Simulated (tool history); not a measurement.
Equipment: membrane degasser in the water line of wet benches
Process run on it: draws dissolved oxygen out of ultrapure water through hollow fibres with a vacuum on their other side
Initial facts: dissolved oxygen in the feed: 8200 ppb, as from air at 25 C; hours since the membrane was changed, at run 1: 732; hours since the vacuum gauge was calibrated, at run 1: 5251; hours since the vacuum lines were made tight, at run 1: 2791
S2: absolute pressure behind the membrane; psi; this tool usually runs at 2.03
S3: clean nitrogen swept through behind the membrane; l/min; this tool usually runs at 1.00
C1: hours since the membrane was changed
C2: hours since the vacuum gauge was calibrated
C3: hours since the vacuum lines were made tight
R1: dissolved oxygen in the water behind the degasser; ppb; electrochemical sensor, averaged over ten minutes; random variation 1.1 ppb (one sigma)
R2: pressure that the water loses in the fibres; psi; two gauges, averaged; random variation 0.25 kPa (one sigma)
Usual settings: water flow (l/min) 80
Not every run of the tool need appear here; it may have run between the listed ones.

run 1 hour=0.0 | water_flow_(l/min)=80 S2=2.03 S3=1.00 | C1=732 C2=5251 C3=2791 | R1=1296.2 R2=9.852
run 2 hour=60.6 | water_flow_(l/min)=80 S2=2.03 S3=1.00 | C1=793 C2=5311 C3=2851 | R1=1294.4 R2=9.783
run 3 hour=159.3 | water_flow_(l/min)=80 S2=2.03 S3=1.00 | C1=892 C2=5410 C3=2950 | R1=1293.0 R2=9.826
run 4 hour=224.1 | water_flow_(l/min)=80 S2=2.15 S3=1.00 | C1=956 C2=5475 C3=3015 | R1=1378.8 R2=9.838
run 5 hour=286.1 | water_flow_(l/min)=80 S2=2.15 S3=1.00 | C1=1018 C2=5537 C3=3077 | R1=1377.5 R2=9.777
-- hour=294.8 vacuum gauge calibrated
run 6 hour=369.3 | water_flow_(l/min)=80 S2=2.15 S3=1.00 | C1=1101 C2=74 C3=3159 | R1=1381.7 R2=9.850
run 7 hour=421.7 | water_flow_(l/min)=80 S2=1.26 S3=1.00 | C1=1154 C2=127 C3=3212 | R1=710.0 R2=9.751
run 8 hour=489.6 | water_flow_(l/min)=80 S2=4.73 S3=1.00 | C1=1221 C2=195 C3=3280 | R1=2894.9 R2=9.787
run 9 hour=545.9 | water_flow_(l/min)=80 S2=4.73 S3=1.00 | C1=1278 C2=251 C3=3336 | R1=2897.8 R2=9.860
run 10 hour=620.0 | water_flow_(l/min)=80 S2=4.73 S3=1.00 | C1=1352 C2=325 C3=3410 | R1=2898.5 R2=9.850
run 11 hour=661.5 | water_flow_(l/min)=55 S2=2.36 S3=0.46 | C1=1393 C2=367 C3=3452 | R1=1922.6 R2=6.770
run 12 hour=713.5 | water_flow_(l/min)=99 S2=2.36 S3=2.31 | C1=1445 C2=419 C3=3504 | R1=1018.3 R2=12.147
run 13 hour=781.6 | water_flow_(l/min)=99 S2=2.36 S3=2.31 | C1=1513 C2=487 C3=3572 | R1=1019.5 R2=12.150
-- hour=855.6 vacuum gauge calibrated, once more
run 14 hour=860.4 | water_flow_(l/min)=120 S2=2.25 S3=2.61 | C1=1592 C2=5 C3=3650 | R1=1016.9 R2=14.714
run 15 hour=902.4 | water_flow_(l/min)=120 S2=3.00 S3=2.61 | C1=1634 C2=47 C3=3692 | R1=1376.2 R2=14.720
run 16 hour=967.4 | water_flow_(l/min)=87 S2=4.16 S3=0.78 | C1=1699 C2=112 C3=3757 | R1=3093.2 R2=10.650
run 17 hour=1012.8 | water_flow_(l/min)=51 S2=4.16 S3=0.93 | C1=1744 C2=157 C3=3803 | R1=2088.0 R2=6.231
run 18 hour=1110.2 | water_flow_(l/min)=118 S2=1.41 S3=0.85 | C1=1842 C2=255 C3=3900 | R1=1139.9 R2=14.439
run 19 hour=1194.7 | water_flow_(l/min)=56 S2=3.38 S3=0.67 | C1=1926 C2=339 C3=3984 | R1=2225.0 R2=6.914

Forecast each of these 5 alternatives for the next run:
run A hour=1259.7 | water_flow_(l/min)=80 S2=3.26 S3=1.63 | C1=1991 C2=404 C3=4049 | R1=? R2=?
run B hour=1259.7 | water_flow_(l/min)=62 S2=3.38 S3=2.99 | C1=1991 C2=404 C3=4049 | R1=? R2=?
run C hour=1259.7 | water_flow_(l/min)=80 S2=2.03 S3=0.50 | C1=1991 C2=404 C3=4049 | R1=? R2=?
run D hour=1259.7 | water_flow_(l/min)=53 S2=3.38 S3=0.69 | C1=1991 C2=404 C3=4049 | R1=? R2=?
run E hour=1259.7 | water_flow_(l/min)=119 S2=1.73 S3=1.00 | C1=1991 C2=404 C3=4049 | R1=? R2=?

run=A R1=1553.8 R2=9.813
run=B R1=847.3 R2=7.603
run=C R1=1883.9 R2=9.902
run=D R1=2117.4 R2=6.483
run=E R1=1361.6 R2=14.637
Had the tool no hidden state, the same runs would have come out as:
run=A R1=1547.6 R2=9.729
run=B R1=841.9 R2=7.538
run=C R1=1879.5 R2=9.816
run=D R1=2113.5 R2=6.427
run=E R1=1352.2 R2=14.512
